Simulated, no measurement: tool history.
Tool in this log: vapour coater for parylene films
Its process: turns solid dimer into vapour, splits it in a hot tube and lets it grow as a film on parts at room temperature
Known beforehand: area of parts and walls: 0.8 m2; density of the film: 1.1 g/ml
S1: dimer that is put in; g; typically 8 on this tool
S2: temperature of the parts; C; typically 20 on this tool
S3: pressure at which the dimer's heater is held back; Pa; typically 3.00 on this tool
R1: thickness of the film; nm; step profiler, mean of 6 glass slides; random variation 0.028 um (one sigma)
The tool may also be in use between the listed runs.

run,day,S1,S2,S3,R1
1,0.000,8,20,3.00,4920
2,0.946,8,18,3.00,5070
3,1.750,8,20,3.00,4970
4,2.504,8,20,3.00,4900
5,3.604,8,20,9.46,4490
6,4.408,8,20,3.00,4910
7,5.654,8,19,3.00,4990
8,7.012,8,20,3.00,4860
9,8.354,8,20,3.00,4850
# day 8.842: trap's valve overhauled
10,9.200,8,20,3.00,5250
11,10.338,8,20,6.45,5010
12,11.350,8,20,6.45,4970
13,12.212,8,20,6.45,4930
14,13.533,8,20,6.45,4970
15,14.658,8,20,6.45,4980
16,15.933,8,20,6.45,4890
17,16.950,8,20,5.00,5020
18,18.154,8,20,5.00,4980
19,19.504,8,20,2.26,5280
20,20.271,5,20,3.00,3230
21,21.496,8,20,3.53,5070
22,22.775,8,20,3.53,5040
23,23.900,8,20,3.00,5090
24,25.262,4,20,3.00,2530
25,26.067,8,14,3.00,5800
26,26.725,8,27,3.29,4360
# day 27.133: table's thermometer calibrated
27,28.058,8,19,3.00,5130
28,29.133,8,19,3.00,5090
29,29.912,8,19,3.00,5120
30,30.675,8,22,6.55,4480
31,31.571,8,26,6.57,4140
32,32.725,4,19,6.57,2390
33,33.917,10,20,11.64,5600
34,34.858,4,17,11.22,2400

Run 35 has not been measured yet. What should we expect?
35,36.100,4,17,11.22,?

R1: 2370 nm
Take away the tool's hidden state, keep the run-to-run variation as it was, and the same run would have given R1 2550 nm.
